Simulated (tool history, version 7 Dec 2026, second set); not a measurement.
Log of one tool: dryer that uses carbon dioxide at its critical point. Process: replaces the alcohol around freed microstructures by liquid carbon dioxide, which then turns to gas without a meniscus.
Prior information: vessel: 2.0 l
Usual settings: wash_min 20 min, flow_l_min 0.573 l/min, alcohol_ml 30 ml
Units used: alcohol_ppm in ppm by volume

run	hour	wash_min	flow_l_min	alcohol_ml	alcohol_ppm
1	0.0	20	0.573	30	124
2	35.9	20	0.573	30	131
3	73.6	20	0.573	30	125
4	110.6	20	0.765	30	40
5	148.2	20	0.765	30	58
6	169.0	20	0.765	30	53
7	195.9	20	0.573	30	145
8	227.1	20	0.573	70	301
9	250.3	20	0.573	70	300
10	269.5	20	0.573	30	170
11	305.0	20	0.573	30	166
12	331.3	20	0.573	30	160
13	367.8	20	0.573	30	180
14	404.3	20	0.573	49	247
15	440.9	20	0.759	30	96
16	469.4	17	0.507	30	470
17	487.1	20	0.573	111	516
18	516.0	20	0.695	64	171
19	551.5	18	0.347	36	1424
20	573.7	18	0.347	36	1407
21	590.4	18	0.347	36	1423
22	620.5	15	0.573	30	514
23	660.0	20	0.573	88	467
24	688.3	21	0.742	27	131
25	724.0	12	0.760	101	1142
26	755.1	20	0.466	34	467
27	775.1	20	0.466	34	469
28	814.9	12	0.573	101	2951

Branching from run 28: 4 alternative next runs. What would each branch give?
A	843.0	24	0.909	104	?
B	843.0	20	0.433	67	?
C	843.0	24	0.573	53	?
D	843.0	12	0.652	101	?

run	alcohol_ppm
A	128
B	1071
C	217
D	2018
Stripped of hidden state, with their random variation kept, the same runs would have yielded:
run	alcohol_ppm
A	4
B	721
C	67
D	1479
